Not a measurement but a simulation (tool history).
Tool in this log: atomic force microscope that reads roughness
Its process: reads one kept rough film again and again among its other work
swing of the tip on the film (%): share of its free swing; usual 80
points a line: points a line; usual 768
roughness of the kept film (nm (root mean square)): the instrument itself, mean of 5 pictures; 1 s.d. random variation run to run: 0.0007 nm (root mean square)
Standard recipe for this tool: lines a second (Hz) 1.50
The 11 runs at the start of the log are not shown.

| run | hour | lines a second (Hz) | swing of the tip on the film (%) | points a line | roughness of the kept film (nm (root mean square)) |
|---|---|---|---|---|---|
| 12 | 142.4 | 1.50 | 80 | 428 | 0.4974 |
| 13 | 152.2 | 1.50 | 58 | 768 | 0.5561 |
| 14 | 165.1 | 1.50 | 58 | 768 | 0.5552 |
|  | 175.5 | new tip fitted |
| 15 | 175.5 | 1.50 | 80 | 768 | 0.5040 |
| 16 | 190.7 | 1.50 | 80 | 980 | 0.5035 |
|  | 197.4 | height scale calibrated on a step standard, once more |
| 17 | 208.0 | 0.70 | 75 | 264 | 0.5533 |
| 18 | 220.0 | 3.36 | 61 | 991 | 0.5236 |
| 19 | 239.2 | 3.36 | 61 | 991 | 0.5225 |
| 20 | 251.4 | 0.61 | 66 | 840 | 0.5697 |
| 21 | 270.4 | 1.13 | 71 | 702 | 0.5429 |
| 22 | 288.7 | 1.13 | 71 | 702 | 0.5417 |
| 23 | 297.8 | 1.50 | 80 | 603 | 0.4985 |
|  | 307.8 | new tip fitted |
| 24 | 311.6 | 0.61 | 61 | 294 | 0.5748 |
| 25 | 320.4 | 1.50 | 84 | 273 | 0.4869 |
| 26 | 333.8 | 1.50 | 80 | 650 | 0.5056 |
| 27 | 352.8 | 1.50 | 56 | 284 | 0.5622 |
| 28 | 365.9 | 1.50 | 56 | 284 | 0.5612 |
| 29 | 381.8 | 1.50 | 89 | 284 | 0.4633 |
| 30 | 394.2 | 1.50 | 80 | 565 | 0.5005 |
| 31 | 406.9 | 1.50 | 80 | 565 | 0.5002 |
| 32 | 424.7 | 1.50 | 70 | 768 | 0.5302 |

3 options for the next run, each taken on its own from the tool as it stands now. Forecast them:
| A | 433.5 | 2.54 | 56 | 542 | ? |
| B | 433.5 | 2.44 | 80 | 768 | ? |
| C | 433.5 | 1.50 | 80 | 299 | ? |

| run | roughness of the kept film (nm (root mean square)) |
|---|---|
| A | 0.5455 |
| B | 0.4567 |
| C | 0.4960 |
Take away the tool's hidden state, keep each run's random variation, and the runs would have read:
| run | roughness of the kept film (nm (root mean square)) |
|---|---|
| A | 0.5548 |
| B | 0.4646 |
| C | 0.5046 |
